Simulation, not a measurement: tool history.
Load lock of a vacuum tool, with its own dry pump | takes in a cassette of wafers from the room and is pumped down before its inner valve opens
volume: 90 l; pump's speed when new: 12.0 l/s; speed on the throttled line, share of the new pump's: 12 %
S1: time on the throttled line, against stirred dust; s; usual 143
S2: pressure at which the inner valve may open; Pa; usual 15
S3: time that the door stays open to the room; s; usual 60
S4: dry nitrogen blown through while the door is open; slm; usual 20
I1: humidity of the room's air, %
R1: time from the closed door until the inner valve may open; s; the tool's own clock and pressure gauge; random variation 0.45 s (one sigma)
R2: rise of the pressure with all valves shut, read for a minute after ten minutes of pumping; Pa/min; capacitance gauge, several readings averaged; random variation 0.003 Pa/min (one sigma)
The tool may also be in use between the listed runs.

run 1 hour=0 | S1=143 S2=15 S3=60 S4=20 | I1=43.9 | R1=197.4 R2=0.285
run 2 hour=446.7 | S1=143 S2=15 S3=60 S4=20 | I1=45.4 | R1=197.3 R2=0.309
run 3 hour=944.6 | S1=143 S2=15 S3=60 S4=20 | I1=44.9 | R1=198.4 R2=0.34
run 4 hour=1300.2 | S1=143 S2=15 S3=60 S4=20 | I1=47.6 | R1=199.8 R2=0.355
run 5 hour=1646.3 | S1=143 S2=15 S3=60 S4=20 | I1=45.3 | R1=198.7 R2=0.385
run 6 hour=1898.2 | S1=143 S2=15 S3=60 S4=20 | I1=42.1 | R1=199.5 R2=0.389
run 7 hour=2398.2 | S1=143 S2=15 S3=60 S4=35 | I1=43.8 | R1=200 R2=0.403
run 8 hour=2910.7 | S1=143 S2=15 S3=60 S4=35 | I1=45.9 | R1=199.8 R2=0.442
run 9 hour=3376.6 | S1=143 S2=15 S3=60 S4=35 | I1=51.1 | R1=199.8 R2=0.469
-- hour=3488.1 door's seal changed, seat wiped
run 10 hour=3593.4 | S1=143 S2=15 S3=60 S4=35 | I1=47 | R1=201 R2=0.028
run 11 hour=3834.5 | S1=143 S2=15 S3=60 S4=35 | I1=44.9 | R1=201.7 R2=0.032
run 12 hour=4313.9 | S1=143 S2=15 S3=60 S4=20 | I1=44.9 | R1=201.7 R2=0.05
run 13 hour=4535.2 | S1=143 S2=15 S3=60 S4=20 | I1=42.8 | R1=201.9 R2=0.044
run 14 hour=4929.2 | S1=143 S2=15 S3=60 S4=20 | I1=44.8 | R1=201.3 R2=0.058
run 15 hour=5309.5 | S1=143 S2=15 S3=60 S4=20 | I1=44.4 | R1=202.6 R2=0.059
run 16 hour=5700.9 | S1=143 S2=15 S3=60 S4=20 | I1=48 | R1=202.6 R2=0.074
-- hour=5902.6 dry pump taken out, an overhauled one fitted
run 17 hour=6131 | S1=143 S2=15 S3=60 S4=20 | I1=43.1 | R1=191.7 R2=0.076
run 18 hour=6453.8 | S1=143 S2=15 S3=60 S4=20 | I1=42.9 | R1=192.3 R2=0.083
run 19 hour=6753.2 | S1=143 S2=15 S3=60 S4=20 | I1=48.4 | R1=192.7 R2=0.091
run 20 hour=7001.4 | S1=103 S2=15 S3=60 S4=20 | I1=47.8 | R1=157.4 R2=0.097
run 21 hour=7485.7 | S1=103 S2=15 S3=60 S4=20 | I1=49.6 | R1=158.5 R2=0.113
run 22 hour=7855.8 | S1=122 S2=15 S3=60 S4=8 | I1=45.1 | R1=175 R2=0.145
run 23 hour=8186.9 | S1=143 S2=15 S3=31 S4=8 | I1=44.6 | R1=194 R2=0.133
run 24 hour=8695.5 | S1=245 S2=15 S3=188 S4=20 | I1=44.8 | R1=283.6 R2=0.174
run 25 hour=9006.7 | S1=143 S2=15 S3=60 S4=24 | I1=46.3 | R1=194.3 R2=0.152
run 26 hour=9292.5 | S1=143 S2=15 S3=60 S4=24 | I1=45.3 | R1=194.5 R2=0.162
run 27 hour=9736.3 | S1=143 S2=15 S3=60 S4=24 | I1=47.7 | R1=194.2 R2=0.184
run 28 hour=10040.4 | S1=143 S2=15 S3=48 S4=29 | I1=44 | R1=195.5 R2=0.188
run 29 hour=10515 | S1=143 S2=15 S3=48 S4=29 | I1=45 | R1=195.8 R2=0.203
run 30 hour=11022.3 | S1=143 S2=15 S3=48 S4=29 | I1=45.6 | R1=196.1 R2=0.225
run 31 hour=11528.8 | S1=105 S2=15 S3=138 S4=29 | I1=40.8 | R1=162.6 R2=0.258
run 32 hour=11834.6 | S1=105 S2=15 S3=62 S4=5 | I1=48.1 | R1=163 R2=0.286
run 33 hour=12279.2 | S1=261 S2=18 S3=30 S4=4 | I1=43.3 | R1=299.1 R2=0.287
run 34 hour=12496.2 | S1=143 S2=21 S3=63 S4=20 | I1=44.1 | R1=194 R2=0.301
run 35 hour=12971.3 | S1=143 S2=21 S3=63 S4=20 | I1=42.6 | R1=194.2 R2=0.319
run 36 hour=13379.6 | S1=213 S2=21 S3=63 S4=20 | I1=44 | R1=256.2 R2=0.343
run 37 hour=13854.2 | S1=213 S2=21 S3=63 S4=20 | I1=44.7 | R1=257 R2=0.377

3 ways to go on from here, each from the tool as it stands after run 37. What would each give?
run A hour=14346 | S1=151 S2=15 S3=104 S4=28 | I1=42.1 | R1=? R2=?
run B hour=14346 | S1=82 S2=21 S3=28 S4=20 | I1=42.5 | R1=? R2=?
run C hour=14346 | S1=143 S2=10 S3=60 S4=20 | I1=46.1 | R1=? R2=?

run=A R1=205 R2=0.396
run=B R1=142.3 R2=0.371
run=C R1=202.1 R2=0.396
Without the tool's hidden state the same runs would have given:
run=A R1=199.8 R2=0.043
run=B R1=136.5 R2=0.023
run=C R1=196.6 R2=0.041
